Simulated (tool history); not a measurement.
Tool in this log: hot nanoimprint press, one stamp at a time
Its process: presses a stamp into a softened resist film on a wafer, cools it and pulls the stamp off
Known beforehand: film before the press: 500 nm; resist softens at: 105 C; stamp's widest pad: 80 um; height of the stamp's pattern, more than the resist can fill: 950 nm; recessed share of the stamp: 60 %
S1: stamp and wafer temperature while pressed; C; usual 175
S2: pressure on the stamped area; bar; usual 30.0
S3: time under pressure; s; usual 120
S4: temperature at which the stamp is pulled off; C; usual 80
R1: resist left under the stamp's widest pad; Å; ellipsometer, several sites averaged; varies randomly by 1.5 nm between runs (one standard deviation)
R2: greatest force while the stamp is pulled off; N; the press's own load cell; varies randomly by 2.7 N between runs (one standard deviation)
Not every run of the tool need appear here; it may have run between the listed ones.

run	hour	S1	S2	S3	S4	R1	R2
1	0.0	175	30.0	120	80	2549	135
2	8.6	175	30.0	120	80	2537	142
3	27.7	172	30.0	120	80	2891	134
4	45.5	175	30.0	120	81	2529	138
5	56.0	165	30.0	120	80	3753	136
6	69.8	167	30.0	63	80	3990	144
7	81.8	167	30.0	63	80	3938	147
# hour 86.5: plate thermocouple calibrated
8	95.6	168	21.5	169	75	3455	152
9	105.6	168	21.5	169	75	3423	152

Predict the results of run 10:
10	123.8	168	30.0	120	65	?	?

{"run 10": {"R1": 3309, "R2": 175}}
With the hidden condition absent and the run-to-run variation left alone, this run would have shown R1 3432 Å, R2 146 N.

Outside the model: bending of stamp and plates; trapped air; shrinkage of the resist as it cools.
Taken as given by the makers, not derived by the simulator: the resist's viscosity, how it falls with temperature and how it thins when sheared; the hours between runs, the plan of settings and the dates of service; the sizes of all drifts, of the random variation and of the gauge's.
